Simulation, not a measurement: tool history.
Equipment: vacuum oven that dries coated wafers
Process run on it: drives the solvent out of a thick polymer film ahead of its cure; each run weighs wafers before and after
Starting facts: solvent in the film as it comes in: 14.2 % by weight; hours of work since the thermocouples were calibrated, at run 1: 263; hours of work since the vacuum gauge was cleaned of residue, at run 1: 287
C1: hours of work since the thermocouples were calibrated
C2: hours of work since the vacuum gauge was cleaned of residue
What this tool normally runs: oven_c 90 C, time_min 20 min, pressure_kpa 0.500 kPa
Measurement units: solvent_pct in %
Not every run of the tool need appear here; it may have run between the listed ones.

run 1 day=0.000 | oven_c=90 time_min=20 pressure_kpa=0.500 | C1=263 C2=287 | solvent_pct=1.02
run 2 day=1.054 | oven_c=90 time_min=20 pressure_kpa=0.500 | C1=274 C2=299 | solvent_pct=1.01
run 3 day=2.404 | oven_c=90 time_min=20 pressure_kpa=0.500 | C1=289 C2=314 | solvent_pct=0.98
run 4 day=3.800 | oven_c=90 time_min=20 pressure_kpa=0.500 | C1=305 C2=330 | solvent_pct=1.03
run 5 day=5.096 | oven_c=90 time_min=20 pressure_kpa=0.500 | C1=319 C2=344 | solvent_pct=0.94
run 6 day=5.946 | oven_c=90 time_min=20 pressure_kpa=0.366 | C1=329 C2=354 | solvent_pct=0.92
-- day=6.104 vacuum gauge cleaned of residue and calibrated
run 7 day=6.854 | oven_c=90 time_min=23 pressure_kpa=0.491 | C1=338 C2=8 | solvent_pct=0.88
run 8 day=8.054 | oven_c=105 time_min=16 pressure_kpa=0.297 | C1=352 C2=22 | solvent_pct=0.23
run 9 day=8.912 | oven_c=105 time_min=16 pressure_kpa=0.297 | C1=361 C2=31 | solvent_pct=0.26
run 10 day=9.954 | oven_c=105 time_min=18 pressure_kpa=1.888 | C1=373 C2=43 | solvent_pct=1.02
run 11 day=11.425 | oven_c=90 time_min=18 pressure_kpa=0.921 | C1=389 C2=59 | solvent_pct=1.52
run 12 day=12.058 | oven_c=90 time_min=18 pressure_kpa=0.921 | C1=396 C2=66 | solvent_pct=1.60

Entry by entry between the runs, the difference in hidden state between the last listed run before and the first listed run after:
From run 6 to run 7: vacuum gauge cleaned of residue and calibrated (day 6.104)
  true wafer temperature over the reading, C: 0.57 -> 0.58; true pressure over the reading, kPa: 0.128 -> 0.201
  measured minus no-state result, solvent_pct: +0.03 -> +0.10 %
